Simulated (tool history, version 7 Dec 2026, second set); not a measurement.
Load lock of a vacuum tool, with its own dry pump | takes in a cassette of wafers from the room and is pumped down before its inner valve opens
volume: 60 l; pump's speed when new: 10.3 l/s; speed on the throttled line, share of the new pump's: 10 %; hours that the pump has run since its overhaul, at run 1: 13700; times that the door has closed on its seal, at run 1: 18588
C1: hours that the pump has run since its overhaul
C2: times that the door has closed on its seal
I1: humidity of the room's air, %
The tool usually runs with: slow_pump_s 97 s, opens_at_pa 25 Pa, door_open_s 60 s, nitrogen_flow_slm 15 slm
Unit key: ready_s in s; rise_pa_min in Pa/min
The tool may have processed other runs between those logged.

{"run": 1, "day": 0.0, "slow_pump_s": 97, "opens_at_pa": 25, "door_open_s": 60, "nitrogen_flow_slm": 15, "C1": 13700, "C2": 18588, "I1": 43.7, "ready_s": 140.5, "rise_pa_min": 0.179}
{"run": 2, "day": 10.129, "slow_pump_s": 97, "opens_at_pa": 25, "door_open_s": 136, "nitrogen_flow_slm": 15, "C1": 13943, "C2": 19788, "I1": 46.1, "ready_s": 140.3, "rise_pa_min": 0.205}
{"run": 3, "day": 21.762, "slow_pump_s": 97, "opens_at_pa": 25, "door_open_s": 136, "nitrogen_flow_slm": 15, "C1": 14222, "C2": 21166, "I1": 42.5, "ready_s": 140.2, "rise_pa_min": 0.224}
{"run": 4, "day": 30.492, "slow_pump_s": 97, "opens_at_pa": 25, "door_open_s": 136, "nitrogen_flow_slm": 15, "C1": 14432, "C2": 22201, "I1": 42.5, "ready_s": 139.7, "rise_pa_min": 0.241}
{"run": 5, "day": 41.379, "slow_pump_s": 97, "opens_at_pa": 25, "door_open_s": 136, "nitrogen_flow_slm": 15, "C1": 14693, "C2": 23491, "I1": 49.6, "ready_s": 140.2, "rise_pa_min": 0.266}
{"run": 6, "day": 53.621, "slow_pump_s": 97, "opens_at_pa": 25, "door_open_s": 60, "nitrogen_flow_slm": 15, "C1": 14987, "C2": 24941, "I1": 45.6, "ready_s": 140.4, "rise_pa_min": 0.288}
{"run": 7, "day": 66.033, "slow_pump_s": 97, "opens_at_pa": 25, "door_open_s": 60, "nitrogen_flow_slm": 15, "C1": 15285, "C2": 26411, "I1": 42.8, "ready_s": 141.2, "rise_pa_min": 0.299}
{"run": 8, "day": 80.279, "slow_pump_s": 97, "opens_at_pa": 25, "door_open_s": 60, "nitrogen_flow_slm": 15, "C1": 15627, "C2": 28099, "I1": 44.4, "ready_s": 140.4, "rise_pa_min": 0.327}
{"run": 9, "day": 86.821, "slow_pump_s": 97, "opens_at_pa": 25, "door_open_s": 116, "nitrogen_flow_slm": 15, "C1": 15784, "C2": 28874, "I1": 47.0, "ready_s": 141.4, "rise_pa_min": 0.351}
{"day": 89.262, "done": "door's seal changed, seat wiped"}
{"run": 10, "day": 93.546, "slow_pump_s": 97, "opens_at_pa": 25, "door_open_s": 116, "nitrogen_flow_slm": 15, "C1": 15944, "C2": 507, "I1": 44.4, "ready_s": 140.3, "rise_pa_min": 0.038}
{"run": 11, "day": 107.875, "slow_pump_s": 97, "opens_at_pa": 25, "door_open_s": 116, "nitrogen_flow_slm": 15, "C1": 16288, "C2": 2205, "I1": 46.2, "ready_s": 141.3, "rise_pa_min": 0.049}
{"run": 12, "day": 116.258, "slow_pump_s": 97, "opens_at_pa": 25, "door_open_s": 116, "nitrogen_flow_slm": 15, "C1": 16489, "C2": 3198, "I1": 41.5, "ready_s": 141.3, "rise_pa_min": 0.052}
{"run": 13, "day": 126.838, "slow_pump_s": 97, "opens_at_pa": 44, "door_open_s": 116, "nitrogen_flow_slm": 15, "C1": 16743, "C2": 4451, "I1": 44.2, "ready_s": 137.7, "rise_pa_min": 0.058}
{"run": 14, "day": 140.438, "slow_pump_s": 97, "opens_at_pa": 44, "door_open_s": 116, "nitrogen_flow_slm": 15, "C1": 17069, "C2": 6063, "I1": 43.5, "ready_s": 137.6, "rise_pa_min": 0.069}
{"run": 15, "day": 149.788, "slow_pump_s": 97, "opens_at_pa": 25, "door_open_s": 60, "nitrogen_flow_slm": 15, "C1": 17293, "C2": 7170, "I1": 44.2, "ready_s": 141.4, "rise_pa_min": 0.065}
{"run": 16, "day": 161.717, "slow_pump_s": 97, "opens_at_pa": 25, "door_open_s": 60, "nitrogen_flow_slm": 15, "C1": 17580, "C2": 8583, "I1": 45.6, "ready_s": 141.5, "rise_pa_min": 0.079}
{"run": 17, "day": 170.65, "slow_pump_s": 97, "opens_at_pa": 25, "door_open_s": 60, "nitrogen_flow_slm": 21, "C1": 17794, "C2": 9642, "I1": 44.9, "ready_s": 141.7, "rise_pa_min": 0.084}
{"run": 18, "day": 177.938, "slow_pump_s": 97, "opens_at_pa": 25, "door_open_s": 60, "nitrogen_flow_slm": 21, "C1": 17969, "C2": 10505, "I1": 45.7, "ready_s": 141.4, "rise_pa_min": 0.085}
{"run": 19, "day": 191.5, "slow_pump_s": 97, "opens_at_pa": 25, "door_open_s": 60, "nitrogen_flow_slm": 21, "C1": 18294, "C2": 12112, "I1": 45.2, "ready_s": 142.2, "rise_pa_min": 0.108}
{"run": 20, "day": 198.179, "slow_pump_s": 163, "opens_at_pa": 42, "door_open_s": 68, "nitrogen_flow_slm": 13, "C1": 18455, "C2": 12903, "I1": 49.0, "ready_s": 196.5, "rise_pa_min": 0.126}
{"run": 21, "day": 206.746, "slow_pump_s": 130, "opens_at_pa": 25, "door_open_s": 60, "nitrogen_flow_slm": 27, "C1": 18660, "C2": 13918, "I1": 47.2, "ready_s": 171.7, "rise_pa_min": 0.118}
{"run": 22, "day": 217.071, "slow_pump_s": 97, "opens_at_pa": 25, "door_open_s": 39, "nitrogen_flow_slm": 12, "C1": 18908, "C2": 15141, "I1": 44.0, "ready_s": 142.0, "rise_pa_min": 0.142}
{"run": 23, "day": 224.096, "slow_pump_s": 194, "opens_at_pa": 22, "door_open_s": 28, "nitrogen_flow_slm": 15, "C1": 19077, "C2": 15973, "I1": 43.6, "ready_s": 228.5, "rise_pa_min": 0.154}
{"run": 24, "day": 238.567, "slow_pump_s": 103, "opens_at_pa": 19, "door_open_s": 217, "nitrogen_flow_slm": 9, "C1": 19424, "C2": 17688, "I1": 43.0, "ready_s": 149.2, "rise_pa_min": 0.21}
{"run": 25, "day": 248.112, "slow_pump_s": 99, "opens_at_pa": 46, "door_open_s": 108, "nitrogen_flow_slm": 28, "C1": 19653, "C2": 18819, "I1": 46.4, "ready_s": 140.2, "rise_pa_min": 0.195}
{"run": 26, "day": 259.554, "slow_pump_s": 72, "opens_at_pa": 21, "door_open_s": 133, "nitrogen_flow_slm": 8, "C1": 19928, "C2": 20174, "I1": 50.3, "ready_s": 121.8, "rise_pa_min": 0.252}
{"run": 27, "day": 273.367, "slow_pump_s": 162, "opens_at_pa": 47, "door_open_s": 212, "nitrogen_flow_slm": 28, "C1": 20259, "C2": 21811, "I1": 45.2, "ready_s": 195.3, "rise_pa_min": 0.24}
{"run": 28, "day": 282.842, "slow_pump_s": 162, "opens_at_pa": 47, "door_open_s": 212, "nitrogen_flow_slm": 28, "C1": 20487, "C2": 22933, "I1": 43.1, "ready_s": 196.1, "rise_pa_min": 0.257}
{"run": 29, "day": 291.9, "slow_pump_s": 97, "opens_at_pa": 25, "door_open_s": 159, "nitrogen_flow_slm": 15, "C1": 20704, "C2": 24006, "I1": 45.8, "ready_s": 142.3, "rise_pa_min": 0.278}
{"run": 30, "day": 300.008, "slow_pump_s": 149, "opens_at_pa": 25, "door_open_s": 159, "nitrogen_flow_slm": 15, "C1": 20899, "C2": 24967, "I1": 48.8, "ready_s": 188.2, "rise_pa_min": 0.31}
{"run": 31, "day": 307.454, "slow_pump_s": 149, "opens_at_pa": 28, "door_open_s": 159, "nitrogen_flow_slm": 18, "C1": 21077, "C2": 25849, "I1": 48.8, "ready_s": 188.2, "rise_pa_min": 0.317}
{"run": 32, "day": 318.004, "slow_pump_s": 97, "opens_at_pa": 25, "door_open_s": 60, "nitrogen_flow_slm": 4, "C1": 21331, "C2": 27099, "I1": 45.9, "ready_s": 143.1, "rise_pa_min": 0.345}
{"run": 33, "day": 328.017, "slow_pump_s": 97, "opens_at_pa": 24, "door_open_s": 49, "nitrogen_flow_slm": 15, "C1": 21571, "C2": 28285, "I1": 45.3, "ready_s": 143.6, "rise_pa_min": 0.344}
{"day": 334.625, "done": "door's seal changed, seat wiped"}
{"run": 34, "day": 334.625, "slow_pump_s": 97, "opens_at_pa": 25, "door_open_s": 162, "nitrogen_flow_slm": 15, "C1": 21728, "C2": 0, "I1": 48.7, "ready_s": 142.8, "rise_pa_min": 0.044}
{"run": 35, "day": 344.571, "slow_pump_s": 97, "opens_at_pa": 22, "door_open_s": 162, "nitrogen_flow_slm": 15, "C1": 21967, "C2": 1179, "I1": 45.0, "ready_s": 143.8, "rise_pa_min": 0.049}
{"day": 351.562, "done": "dry pump taken out, an overhauled one fitted"}
{"run": 36, "day": 353.967, "slow_pump_s": 179, "opens_at_pa": 22, "door_open_s": 162, "nitrogen_flow_slm": 15, "C1": 58, "C2": 2262, "I1": 43.8, "ready_s": 210.0, "rise_pa_min": 0.053}

Table of differences, measured result less the result of that run with no hidden state. Run-to-run variation is the same in both. Gauge scatter possibly is not:
The hidden state here: pump's speed, % of a new pump's; leak at the door's seal, Pa l/s; drift of the gauge itself on ready_s, %; drift of the gauge itself on rise_pa_min, %.
run=1 ready_s=+4.3 rise_pa_min=+0.149
run=2 ready_s=+4.4 rise_pa_min=+0.165
run=3 ready_s=+4.5 rise_pa_min=+0.186
run=4 ready_s=+4.6 rise_pa_min=+0.201
run=5 ready_s=+4.6 rise_pa_min=+0.224
run=6 ready_s=+4.8 rise_pa_min=+0.250
run=7 ready_s=+5.0 rise_pa_min=+0.270
run=8 ready_s=+5.0 rise_pa_min=+0.304
run=9 ready_s=+5.1 rise_pa_min=+0.318
run=10 ready_s=+5.2 rise_pa_min=+0.002
run=11 ready_s=+5.3 rise_pa_min=+0.010
run=12 ready_s=+5.3 rise_pa_min=+0.015
run=13 ready_s=+4.9 rise_pa_min=+0.021
run=14 ready_s=+5.0 rise_pa_min=+0.030
run=15 ready_s=+5.7 rise_pa_min=+0.038
run=16 ready_s=+5.8 rise_pa_min=+0.049
run=17 ready_s=+5.9 rise_pa_min=+0.059
run=18 ready_s=+5.9 rise_pa_min=+0.066
run=19 ready_s=+6.1 rise_pa_min=+0.083
run=20 ready_s=+4.5 rise_pa_min=+0.091
run=21 ready_s=+5.7 rise_pa_min=+0.102
run=22 ready_s=+6.4 rise_pa_min=+0.116
run=23 ready_s=+4.8 rise_pa_min=+0.131
run=24 ready_s=+6.6 rise_pa_min=+0.153
run=25 ready_s=+5.9 rise_pa_min=+0.170
run=26 ready_s=+7.4 rise_pa_min=+0.188
run=27 ready_s=+4.9 rise_pa_min=+0.210
run=28 ready_s=+5.0 rise_pa_min=+0.227
run=29 ready_s=+7.0 rise_pa_min=+0.242
run=30 ready_s=+6.2 rise_pa_min=+0.260
run=31 ready_s=+6.1 rise_pa_min=+0.278
run=32 ready_s=+7.2 rise_pa_min=+0.294
run=33 ready_s=+7.4 rise_pa_min=+0.318
run=34 ready_s=+7.4 rise_pa_min=-0.001
run=35 ready_s=+7.6 rise_pa_min=+0.004
run=36 ready_s=-0.2 rise_pa_min=+0.010
